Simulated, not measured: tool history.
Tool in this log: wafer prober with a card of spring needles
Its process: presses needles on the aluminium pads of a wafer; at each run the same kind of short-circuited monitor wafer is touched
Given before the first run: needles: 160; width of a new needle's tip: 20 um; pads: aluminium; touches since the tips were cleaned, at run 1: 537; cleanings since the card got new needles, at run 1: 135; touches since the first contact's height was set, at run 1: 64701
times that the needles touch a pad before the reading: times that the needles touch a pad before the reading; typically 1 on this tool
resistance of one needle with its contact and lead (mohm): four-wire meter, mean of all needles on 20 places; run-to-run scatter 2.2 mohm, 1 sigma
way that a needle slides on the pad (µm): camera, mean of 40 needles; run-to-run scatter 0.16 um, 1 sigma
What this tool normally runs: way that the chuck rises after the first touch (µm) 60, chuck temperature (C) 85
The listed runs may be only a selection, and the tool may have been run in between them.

run,hour,way that the chuck rises after the first touch (µm),chuck temperature (C),times that the needles touch a pad before the reading,touches since the tips were cleaned,cleanings since the card got new needles,touches since the first contact's height was set,resistance of one needle with its contact and lead (mohm),way that a needle slides on the pad (µm)
1,0,60,85,1,537,135,64701,321,14.61
# hour 3.8: tips cleaned on abrasive film
# hour 7.9: tips cleaned on abrasive film
# hour 12.1: tips cleaned on abrasive film
2,12.1,60,85,1,0,138,70709,271,14.79
# hour 16.7: tips cleaned on abrasive film
3,18.7,60,85,3,1015,139,74050,287,14.53
# hour 21.7: tips cleaned on abrasive film
# hour 26.7: tips cleaned on abrasive film
# hour 31.2: tips cleaned on abrasive film
4,34,46,85,1,1408,142,81691,473,11.01
# hour 36.1: tips cleaned on abrasive film
# hour 41.1: tips cleaned on abrasive film
# hour 45.2: tips cleaned on abrasive film
5,46.7,46,85,1,784,145,88020,427,10.96
# hour 49.7: tips cleaned on abrasive film
# hour 53.8: tips cleaned on abrasive film
# hour 57.8: tips cleaned on abrasive film
# hour 62.4: tips cleaned on abrasive film
6,62.6,46,85,1,123,149,95925,309,10.84
# hour 67.3: tips cleaned on abrasive film
7,70.7,60,68,1,1735,150,100000,400,14.58
# hour 71.5: tips cleaned on abrasive film
# hour 75.8: tips cleaned on abrasive film
8,78.1,60,68,1,1165,152,103675,358,14.21
# hour 79.9: tips cleaned on abrasive film
# hour 84.9: tips cleaned on abrasive film
# hour 89.2: tips cleaned on abrasive film
9,89.2,60,85,1,0,155,109207,283,14.48
# hour 94: tips cleaned on abrasive film
# hour 98.5: tips cleaned on abrasive film
10,99,60,85,1,208,157,114064,291,14.49
# hour 102.8: tips cleaned on abrasive film
# hour 107.2: tips cleaned on abrasive film
11,109.3,60,85,1,1045,159,119239,350,14.36
# hour 112.3: tips cleaned on abrasive film
# hour 116.7: tips cleaned on abrasive film
12,117.1,60,85,1,229,161,123132,295,14.31
# hour 120.8: tips cleaned on abrasive film
# hour 124.9: tips cleaned on abrasive film
# hour 129.8: tips cleaned on abrasive film
13,133,60,85,1,1647,164,131092,402,14.29
# hour 133.9: tips cleaned on abrasive film
# hour 138.6: tips cleaned on abrasive film
# hour 143.4: tips cleaned on abrasive film
14,146.8,60,85,1,1703,167,137958,411,14.22
# hour 147.6: tips cleaned on abrasive film
# hour 152.1: tips cleaned on abrasive film
# hour 156.9: tips cleaned on abrasive film
15,158.4,68,44,2,769,170,143746,285,16.09
# hour 161.5: tips cleaned on abrasive film
# hour 165.6: tips cleaned on abrasive film
# hour 170.2: tips cleaned on abrasive film
16,173,68,44,2,1408,173,151023,306,16.14
# hour 175.1: tips cleaned on abrasive film
# hour 180: tips cleaned on abrasive film
# hour 184.9: tips cleaned on abrasive film
17,186.5,60,40,1,816,176,157762,352,14.13
# hour 189.4: tips cleaned on abrasive film
# hour 194.4: tips cleaned on abrasive film
# hour 199.3: tips cleaned on abrasive film
18,199.4,44,107,1,48,179,164177,339,9.71
# hour 203.4: tips cleaned on abrasive film
# hour 207.6: tips cleaned on abrasive film
19,207.6,44,107,1,0,181,168299,315,9.87
# hour 212.1: tips cleaned on abrasive film
# hour 216.3: tips cleaned on abrasive film
20,217.8,50,107,1,745,183,173366,415,11.34
# hour 220.9: tips cleaned on abrasive film
# hour 225.6: tips cleaned on abrasive film
21,226.9,50,107,1,679,185,177926,394,11.36
# hour 230.5: tips cleaned on abrasive film
22,234.2,44,71,2,1899,186,181602,501,9.48
# hour 235.3: tips cleaned on abrasive film
# hour 239.4: tips cleaned on abrasive film
23,243.3,60,29,2,1968,188,186116,357,13.79
# hour 244.1: tips cleaned on abrasive film
# hour 248.5: tips cleaned on abrasive film
# hour 253.6: tips cleaned on abrasive film
24,255.1,73,116,2,804,191,192024,306,16.8
# hour 258: tips cleaned on abrasive film
# hour 262.9: tips cleaned on abrasive film
# hour 267.3: tips cleaned on abrasive film
25,267.3,40,78,2,0,194,198078,330,8.28
# hour 271.9: tips cleaned on abrasive film
# hour 276.9: tips cleaned on abrasive film
26,276.9,48,43,2,0,196,202875,283,10.77
# hour 281.9: tips cleaned on abrasive film
# hour 287: tips cleaned on abrasive film
27,290.8,61,43,1,1934,198,209858,449,13.66
# hour 291.9: tips cleaned on abrasive film
# hour 296.5: tips cleaned on abrasive film
# hour 301.2: tips cleaned on abrasive film
# hour 305.3: tips cleaned on abrasive film
28,306.7,53,85,2,735,202,217775,345,11.52

5 ways to go on from here, each from the tool as it stands after run 28. What would each give?
# hour 310.4: tips cleaned on abrasive film
# hour 314.8: tips cleaned on abrasive film
# hour 319.9: tips cleaned on abrasive film
A,320.1,60,62,2,116,205,224463,?,?
# hour 310.4: tips cleaned on abrasive film
# hour 314.8: tips cleaned on abrasive film
# hour 319.9: tips cleaned on abrasive film
B,320.1,69,55,1,116,205,224463,?,?
# hour 310.4: tips cleaned on abrasive film
# hour 314.8: tips cleaned on abrasive film
# hour 319.9: tips cleaned on abrasive film
C,320.1,51,85,2,116,205,224463,?,?
# hour 310.4: tips cleaned on abrasive film
# hour 314.8: tips cleaned on abrasive film
# hour 319.9: tips cleaned on abrasive film
D,320.1,60,85,1,116,205,224463,?,?
# hour 310.4: tips cleaned on abrasive film
# hour 314.8: tips cleaned on abrasive film
# hour 319.9: tips cleaned on abrasive film
E,320.1,68,44,3,116,205,224463,?,?

run,resistance of one needle with its contact and lead (mohm),way that a needle slides on the pad (µm)
A,287,13.49
B,277,15.4
C,308,10.92
D,300,13.11
E,259,15.46
Take away the tool's hidden state, keep each run's random variation, and the runs would have read:
run,resistance of one needle with its contact and lead (mohm),way that a needle slides on the pad (µm)
A,246,15.57
B,234,17.46
C,252,13.01
D,245,15.2
E,234,17.56
